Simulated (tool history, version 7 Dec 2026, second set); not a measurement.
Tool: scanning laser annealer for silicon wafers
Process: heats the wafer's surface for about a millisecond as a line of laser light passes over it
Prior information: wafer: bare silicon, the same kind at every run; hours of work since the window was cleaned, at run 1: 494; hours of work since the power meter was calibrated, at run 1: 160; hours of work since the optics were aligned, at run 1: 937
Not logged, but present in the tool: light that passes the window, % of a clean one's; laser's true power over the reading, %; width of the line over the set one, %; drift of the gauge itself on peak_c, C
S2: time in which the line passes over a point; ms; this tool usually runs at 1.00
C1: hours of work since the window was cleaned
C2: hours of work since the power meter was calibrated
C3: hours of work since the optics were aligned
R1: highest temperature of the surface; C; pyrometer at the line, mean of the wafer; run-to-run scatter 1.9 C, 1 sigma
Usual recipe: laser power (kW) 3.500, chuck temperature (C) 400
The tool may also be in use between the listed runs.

run 1 hour=0.0 | laser_power_(kW)=3.500 S2=1.00 chuck_temperature_(C)=400 | C1=494 C2=160 C3=937 | R1=1098
run 2 hour=8.7 | laser_power_(kW)=3.500 S2=1.00 chuck_temperature_(C)=371 | C1=500 C2=165 C3=942 | R1=1072
run 3 hour=19.2 | laser_power_(kW)=3.500 S2=1.00 chuck_temperature_(C)=371 | C1=506 C2=172 C3=949 | R1=1071
run 4 hour=29.1 | laser_power_(kW)=3.500 S2=1.00 chuck_temperature_(C)=364 | C1=512 C2=178 C3=955 | R1=1063
run 5 hour=40.4 | laser_power_(kW)=3.479 S2=1.00 chuck_temperature_(C)=364 | C1=519 C2=185 C3=962 | R1=1056
run 6 hour=45.4 | laser_power_(kW)=3.479 S2=1.00 chuck_temperature_(C)=364 | C1=522 C2=188 C3=965 | R1=1059
run 7 hour=56.6 | laser_power_(kW)=3.104 S2=1.00 chuck_temperature_(C)=364 | C1=529 C2=195 C3=972 | R1=969
run 8 hour=63.9 | laser_power_(kW)=3.104 S2=1.00 chuck_temperature_(C)=364 | C1=534 C2=199 C3=976 | R1=968
run 9 hour=74.3 | laser_power_(kW)=3.104 S2=1.00 chuck_temperature_(C)=364 | C1=540 C2=206 C3=983 | R1=969
run 10 hour=81.7 | laser_power_(kW)=3.500 S2=1.00 chuck_temperature_(C)=417 | C1=545 C2=210 C3=987 | R1=1113
run 11 hour=90.9 | laser_power_(kW)=3.802 S2=1.00 chuck_temperature_(C)=400 | C1=550 C2=216 C3=993 | R1=1165
run 12 hour=97.9 | laser_power_(kW)=3.802 S2=1.00 chuck_temperature_(C)=400 | C1=555 C2=220 C3=997 | R1=1173
-- hour=104.1 window over the wafer cleaned
run 13 hour=106.4 | laser_power_(kW)=3.802 S2=1.00 chuck_temperature_(C)=400 | C1=1 C2=224 C3=1001 | R1=1199
run 14 hour=118.0 | laser_power_(kW)=3.500 S2=1.20 chuck_temperature_(C)=400 | C1=9 C2=231 C3=1008 | R1=1200
run 15 hour=124.4 | laser_power_(kW)=3.500 S2=1.20 chuck_temperature_(C)=400 | C1=12 C2=235 C3=1012 | R1=1197
run 16 hour=130.9 | laser_power_(kW)=3.500 S2=1.00 chuck_temperature_(C)=400 | C1=16 C2=239 C3=1016 | R1=1121
run 17 hour=139.9 | laser_power_(kW)=3.392 S2=1.17 chuck_temperature_(C)=429 | C1=22 C2=245 C3=1022 | R1=1188
run 18 hour=146.1 | laser_power_(kW)=3.798 S2=1.20 chuck_temperature_(C)=421 | C1=26 C2=249 C3=1026 | R1=1300
run 19 hour=152.5 | laser_power_(kW)=3.068 S2=1.00 chuck_temperature_(C)=400 | C1=30 C2=253 C3=1029 | R1=1016
run 20 hour=161.9 | laser_power_(kW)=3.500 S2=1.00 chuck_temperature_(C)=404 | C1=35 C2=258 C3=1035 | R1=1125
run 21 hour=171.0 | laser_power_(kW)=3.012 S2=1.05 chuck_temperature_(C)=405 | C1=41 C2=264 C3=1041 | R1=1024
run 22 hour=179.3 | laser_power_(kW)=3.012 S2=1.05 chuck_temperature_(C)=405 | C1=46 C2=269 C3=1046 | R1=1021
-- hour=182.8 laser's power meter calibrated
run 23 hour=191.1 | laser_power_(kW)=3.500 S2=0.89 chuck_temperature_(C)=433 | C1=52 C2=5 C3=1051 | R1=1113
run 24 hour=197.0 | laser_power_(kW)=3.475 S2=1.20 chuck_temperature_(C)=433 | C1=55 C2=9 C3=1055 | R1=1223
run 25 hour=207.1 | laser_power_(kW)=3.498 S2=1.22 chuck_temperature_(C)=395 | C1=61 C2=15 C3=1061 | R1=1196
-- hour=214.1 laser's power meter calibrated, once more
run 26 hour=215.6 | laser_power_(kW)=3.227 S2=0.70 chuck_temperature_(C)=385 | C1=65 C2=1 C3=1065 | R1=920
run 27 hour=223.4 | laser_power_(kW)=3.227 S2=0.70 chuck_temperature_(C)=385 | C1=70 C2=6 C3=1069 | R1=922
run 28 hour=231.8 | laser_power_(kW)=3.227 S2=0.95 chuck_temperature_(C)=385 | C1=75 C2=11 C3=1074 | R1=1014
run 29 hour=240.9 | laser_power_(kW)=2.981 S2=0.75 chuck_temperature_(C)=377 | C1=80 C2=16 C3=1080 | R1=880
run 30 hour=250.6 | laser_power_(kW)=3.500 S2=0.81 chuck_temperature_(C)=427 | C1=86 C2=22 C3=1086 | R1=1065
run 31 hour=255.4 | laser_power_(kW)=3.328 S2=0.81 chuck_temperature_(C)=427 | C1=89 C2=25 C3=1089 | R1=1031

4 options for the next run, each taken on its own from the tool as it stands now. Forecast them:
run A hour=263.3 | laser_power_(kW)=3.699 S2=1.01 chuck_temperature_(C)=387 | C1=94 C2=30 C3=1094 | R1=?
run B hour=263.3 | laser_power_(kW)=3.328 S2=0.81 chuck_temperature_(C)=403 | C1=94 C2=30 C3=1094 | R1=?
run C hour=263.3 | laser_power_(kW)=3.500 S2=1.00 chuck_temperature_(C)=397 | C1=94 C2=30 C3=1094 | R1=?
run D hour=263.3 | laser_power_(kW)=3.685 S2=0.96 chuck_temperature_(C)=392 | C1=94 C2=30 C3=1094 | R1=?

run=A R1=1153
run=B R1=1003
run=C R1=1109
run=D R1=1133
Stripped of hidden state, with their random variation kept, the same runs would have yielded:
run=A R1=1176
run=B R1=1021
run=C R1=1131
run=D R1=1155

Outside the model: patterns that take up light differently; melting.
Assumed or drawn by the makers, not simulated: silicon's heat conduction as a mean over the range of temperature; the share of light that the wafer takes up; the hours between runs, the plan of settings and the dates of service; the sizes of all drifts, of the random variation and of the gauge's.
